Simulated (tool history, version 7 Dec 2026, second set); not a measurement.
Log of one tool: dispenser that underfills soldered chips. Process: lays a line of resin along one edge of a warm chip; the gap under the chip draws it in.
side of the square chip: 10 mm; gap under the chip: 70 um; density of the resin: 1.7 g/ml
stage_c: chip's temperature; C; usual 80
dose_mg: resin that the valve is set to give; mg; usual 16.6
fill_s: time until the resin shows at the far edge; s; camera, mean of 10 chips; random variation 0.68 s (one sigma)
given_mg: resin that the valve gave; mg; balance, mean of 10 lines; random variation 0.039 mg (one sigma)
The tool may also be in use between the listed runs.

run,day,stage_c,dose_mg,fill_s,given_mg
1,0.000,80,16.6,92.8,16.00
2,0.108,80,16.6,105.7,16.00
# day 0.167: new syringe of resin
3,0.250,80,16.6,67.6,15.97
# day 0.300: dispensing valve cleaned and set on the balance
4,0.396,80,16.6,72.5,16.52
5,0.479,80,16.6,80.5,16.61
6,0.588,80,16.6,89.2,16.57
7,0.762,67,20.6,202.9,20.53
# day 0.792: new syringe of resin
8,0.867,73,18.7,92.5,18.60
9,0.954,73,18.7,101.6,18.58
10,1.096,73,18.7,117.1,18.63
11,1.200,73,18.7,130.9,18.54
12,1.283,87,17.3,72.5,17.15

Forecast each of these 3 alternatives for the next run:
# day 1.375: new syringe of resin
A,1.467,88,21.0,?,?
# day 1.375: new syringe of resin
B,1.467,80,19.9,?,?
# day 1.375: new syringe of resin
C,1.467,66,16.1,?,?

run,fill_s,given_mg
A,43.1,20.94
B,65.7,19.77
C,141.4,15.98
Without the tool's hidden state the same runs would have given:
run,fill_s,given_mg
A,39.4,21.12
B,59.9,19.94
C,128.7,16.12
